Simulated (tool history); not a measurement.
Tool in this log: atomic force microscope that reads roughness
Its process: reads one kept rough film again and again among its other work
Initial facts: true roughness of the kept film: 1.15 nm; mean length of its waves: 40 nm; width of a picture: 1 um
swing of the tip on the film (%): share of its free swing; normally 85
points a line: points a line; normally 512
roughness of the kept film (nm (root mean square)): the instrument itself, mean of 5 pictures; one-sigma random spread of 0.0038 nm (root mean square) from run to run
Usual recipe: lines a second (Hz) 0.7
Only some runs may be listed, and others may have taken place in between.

| run | hour | lines a second (Hz) | swing of the tip on the film (%) | points a line | roughness of the kept film (nm (root mean square)) |
|---|---|---|---|---|---|
| 1 | 0 | 0.7 | 85 | 512 | 1.003 |
| 2 | 11.5 | 0.7 | 85 | 512 | 1.011 |
| 3 | 26.3 | 0.579 | 85 | 512 | 1.022 |
|  | 28.7 | new tip fitted |
| 4 | 39.3 | 0.7 | 85 | 512 | 1.017 |
| 5 | 54.3 | 0.7 | 85 | 512 | 1.016 |
| 6 | 62.7 | 0.7 | 85 | 512 | 1.016 |
| 7 | 74.5 | 0.752 | 85 | 512 | 1.003 |
| 8 | 87 | 0.752 | 85 | 512 | 1.003 |
| 9 | 97.9 | 0.7 | 85 | 485 | 1.014 |
| 10 | 112.7 | 0.7 | 85 | 485 | 1.016 |
| 11 | 126.8 | 0.7 | 85 | 512 | 1.014 |
| 12 | 136.3 | 0.7 | 57 | 512 | 1.096 |
| 13 | 151.8 | 0.7 | 85 | 512 | 1.007 |
| 14 | 163.5 | 2.3 | 83 | 545 | 0.863 |
| 15 | 176.6 | 0.753 | 85 | 512 | 1.003 |
| 16 | 192.7 | 0.753 | 85 | 512 | 1.008 |
| 17 | 205.1 | 1.08 | 79 | 410 | 0.991 |
|  | 218.6 | new tip fitted |
| 18 | 220.1 | 1.08 | 79 | 410 | 1.002 |
| 19 | 229 | 0.869 | 85 | 591 | 0.993 |
| 20 | 239.6 | 0.805 | 73 | 848 | 1.053 |
| 21 | 255.4 | 0.805 | 73 | 544 | 1.05 |
| 22 | 267.1 | 3.147 | 89 | 891 | 0.727 |
| 23 | 278.6 | 3.147 | 89 | 891 | 0.723 |
| 24 | 290.2 | 1.549 | 89 | 394 | 0.883 |
| 25 | 300.1 | 1.549 | 89 | 394 | 0.876 |
| 26 | 307.8 | 0.588 | 63 | 394 | 1.085 |

What if the next run were any one of these 5? Each begins from the tool's condition after run 26:
| A | 324.2 | 0.7 | 85 | 266 | ? |
| B | 324.2 | 0.588 | 73 | 394 | ? |
| C | 324.2 | 0.7 | 60 | 512 | ? |
| D | 324.2 | 1.096 | 63 | 394 | ? |
| E | 324.2 | 1.646 | 66 | 443 | ? |

| run | roughness of the kept film (nm (root mean square)) |
|---|---|
| A | 1.005 |
| B | 1.063 |
| C | 1.088 |
| D | 1.061 |
| E | 1.03 |
Had the tool no hidden state, the same runs would have come out as:
| run | roughness of the kept film (nm (root mean square)) |
|---|---|
| A | 1.006 |
| B | 1.065 |
| C | 1.089 |
| D | 1.062 |
| E | 1.031 |
